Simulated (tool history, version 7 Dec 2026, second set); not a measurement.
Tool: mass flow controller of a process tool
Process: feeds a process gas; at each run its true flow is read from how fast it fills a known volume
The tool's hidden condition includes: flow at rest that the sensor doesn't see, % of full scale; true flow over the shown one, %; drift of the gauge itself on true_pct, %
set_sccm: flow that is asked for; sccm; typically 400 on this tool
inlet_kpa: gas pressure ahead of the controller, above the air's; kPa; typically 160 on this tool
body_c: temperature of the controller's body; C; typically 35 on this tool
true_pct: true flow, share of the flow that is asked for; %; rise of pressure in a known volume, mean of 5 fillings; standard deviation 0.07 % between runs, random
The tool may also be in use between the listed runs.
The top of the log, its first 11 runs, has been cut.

| run | hour | set_sccm | inlet_kpa | body_c | hours of work since the controller was set to zero | hours of work since the controller was changed | true_pct |
|---|---|---|---|---|---|---|---|
| 12 | 1092.1 | 400 | 160 | 37 | 2403 | 2403 | 99.04 |
| 13 | 1193 | 400 | 160 | 37 | 2439 | 2439 | 98.95 |
| 14 | 1274.6 | 400 | 160 | 37 | 2468 | 2468 | 99.03 |
| 15 | 1412.7 | 112 | 160 | 35 | 2516 | 2516 | 100.28 |
| 16 | 1553.5 | 400 | 273 | 35 | 2566 | 2566 | 98.48 |
| 17 | 1658.9 | 99 | 273 | 35 | 2603 | 2603 | 100.01 |
| 18 | 1746.6 | 400 | 213 | 23 | 2633 | 2633 | 100.15 |
| 19 | 1849 | 123 | 245 | 26 | 2669 | 2669 | 100.63 |
| 20 | 1922 | 123 | 180 | 26 | 2695 | 2695 | 101.03 |
| 21 | 2071.8 | 400 | 224 | 20 | 2748 | 2748 | 100.49 |
| 22 | 2165.4 | 400 | 224 | 20 | 2780 | 2780 | 100.23 |
| 23 | 2264 | 275 | 251 | 39 | 2815 | 2815 | 98.31 |
|  | 2276.5 | controller's zero set anew |
| 24 | 2377.3 | 275 | 251 | 39 | 35 | 2855 | 98.54 |
| 25 | 2443.4 | 82 | 150 | 35 | 59 | 2878 | 102.43 |
| 26 | 2555.5 | 55 | 252 | 30 | 98 | 2917 | 105.16 |
| 27 | 2690.7 | 55 | 252 | 30 | 145 | 2965 | 105.29 |
| 28 | 2798.2 | 400 | 156 | 35 | 183 | 3003 | 99.54 |
| 29 | 2914 | 74 | 143 | 24 | 224 | 3043 | 104.51 |
| 30 | 3063.2 | 74 | 143 | 24 | 276 | 3096 | 104.61 |
|  | 3085.8 | controller's zero set anew, once more |
| 31 | 3125 | 59 | 235 | 39 | 14 | 3117 | 96.59 |
| 32 | 3256.8 | 59 | 235 | 39 | 60 | 3163 | 96.68 |
| 33 | 3385 | 108 | 160 | 36 | 105 | 3208 | 97.32 |

Below are 3 alternative next runs, each starting from the tool's condition after run 33. Predict each:
| A | 3483.9 | 263 | 228 | 38 | 140 | 3243 | ? |
| B | 3483.9 | 57 | 159 | 26 | 140 | 3243 | ? |
| C | 3483.9 | 400 | 162 | 28 | 140 | 3243 | ? |

| run | true_pct |
|---|---|
| A | 97.23 |
| B | 98.45 |
| C | 99.01 |
Take away the tool's hidden state, keep each run's random variation, and the runs would have read:
| run | true_pct |
|---|---|
| A | 97.79 |
| B | 98.62 |
| C | 99.61 |

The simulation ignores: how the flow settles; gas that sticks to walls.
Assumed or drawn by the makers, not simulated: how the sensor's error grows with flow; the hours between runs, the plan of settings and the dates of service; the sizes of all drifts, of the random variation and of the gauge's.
